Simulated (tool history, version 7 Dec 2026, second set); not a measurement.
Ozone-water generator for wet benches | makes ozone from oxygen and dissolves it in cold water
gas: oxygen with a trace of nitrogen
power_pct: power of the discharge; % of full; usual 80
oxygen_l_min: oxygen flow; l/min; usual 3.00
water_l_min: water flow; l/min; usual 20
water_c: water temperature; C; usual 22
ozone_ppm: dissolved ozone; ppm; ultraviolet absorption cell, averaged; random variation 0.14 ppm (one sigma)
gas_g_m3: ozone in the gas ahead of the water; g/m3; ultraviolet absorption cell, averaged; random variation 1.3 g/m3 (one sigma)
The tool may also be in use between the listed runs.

| run | hour | power_pct | oxygen_l_min | water_l_min | water_c | ozone_ppm | gas_g_m3 |
|---|---|---|---|---|---|---|---|
| 1 | 0.0 | 80 | 3.00 | 20 | 22 | 16.2 | 227.2 |
| 2 | 21.5 | 80 | 3.00 | 20 | 22 | 16.2 | 227.1 |
| 3 | 52.2 | 80 | 3.12 | 20 | 22 | 16.1 | 226.2 |
| 4 | 85.5 | 67 | 3.12 | 20 | 22 | 14.4 | 199.6 |
| 5 | 103.0 | 67 | 3.12 | 20 | 22 | 14.5 | 200.9 |
| 6 | 136.9 | 41 | 3.00 | 20 | 22 | 10.7 | 151.9 |
| 7 | 166.9 | 41 | 3.00 | 20 | 22 | 10.5 | 153.5 |
| 8 | 185.5 | 80 | 3.00 | 14 | 22 | 21.3 | 227.7 |
| 9 | 209.9 | 80 | 3.00 | 14 | 22 | 20.9 | 226.5 |
| 10 | 236.9 | 49 | 2.20 | 31 | 28 | 7.5 | 202.8 |
| 11 | 256.0 | 53 | 3.91 | 13 | 27 | 15.8 | 154.3 |
| 12 | 280.6 | 95 | 4.37 | 13 | 27 | 21.9 | 206.6 |
| 13 | 296.9 | 95 | 3.58 | 25 | 16 | 16.0 | 228.0 |

Run 14 comes next. What will it give?
| 14 | 329.8 | 71 | 3.80 | 15 | 27 | ? | ? |

{"run 14": {"ozone_ppm": 17.1, "gas_g_m3": 182.9}}
Without the tool's hidden state the same run would have given ozone_ppm 18.1 ppm, gas_g_m3 185.2 g/m3.
